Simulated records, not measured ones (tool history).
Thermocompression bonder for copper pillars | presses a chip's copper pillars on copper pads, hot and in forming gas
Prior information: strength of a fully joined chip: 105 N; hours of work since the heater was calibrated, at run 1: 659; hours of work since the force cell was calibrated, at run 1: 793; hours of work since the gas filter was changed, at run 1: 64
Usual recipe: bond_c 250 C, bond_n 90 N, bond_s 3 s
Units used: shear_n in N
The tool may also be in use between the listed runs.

| run | hour | bond_c | bond_n | bond_s | hours of work since the heater was calibrated | hours of work since the force cell was calibrated | hours of work since the gas filter was changed | shear_n |
|---|---|---|---|---|---|---|---|---|
| 1 | 0 | 250 | 90 | 3 | 659 | 793 | 64 | 59.6 |
| 2 | 47.5 | 250 | 90 | 3 | 688 | 821 | 93 | 59.6 |
| 3 | 102.7 | 250 | 90 | 3 | 720 | 854 | 126 | 59 |
| 4 | 158.4 | 250 | 90 | 3 | 754 | 887 | 159 | 59 |
| 5 | 212 | 250 | 90 | 3 | 785 | 919 | 191 | 57.7 |
|  | 239.1 | forming gas filter changed |
| 6 | 284.6 | 250 | 102 | 3 | 828 | 962 | 27 | 63.4 |
| 7 | 343.5 | 223 | 78 | 9 | 864 | 997 | 62 | 59.6 |
| 8 | 390.3 | 250 | 89 | 2 | 891 | 1025 | 90 | 50.7 |
| 9 | 427.5 | 266 | 92 | 3 | 914 | 1047 | 112 | 68.7 |

Run 10, settings as shown, results not yet in. Your forecast:
| 10 | 499.1 | 246 | 109 | 3 | 956 | 1090 | 155 | ? |

shear_n: 59.7 N
If the tool had no hidden condition, the same run with the same run-to-run variation would have returned shear_n 68 N.
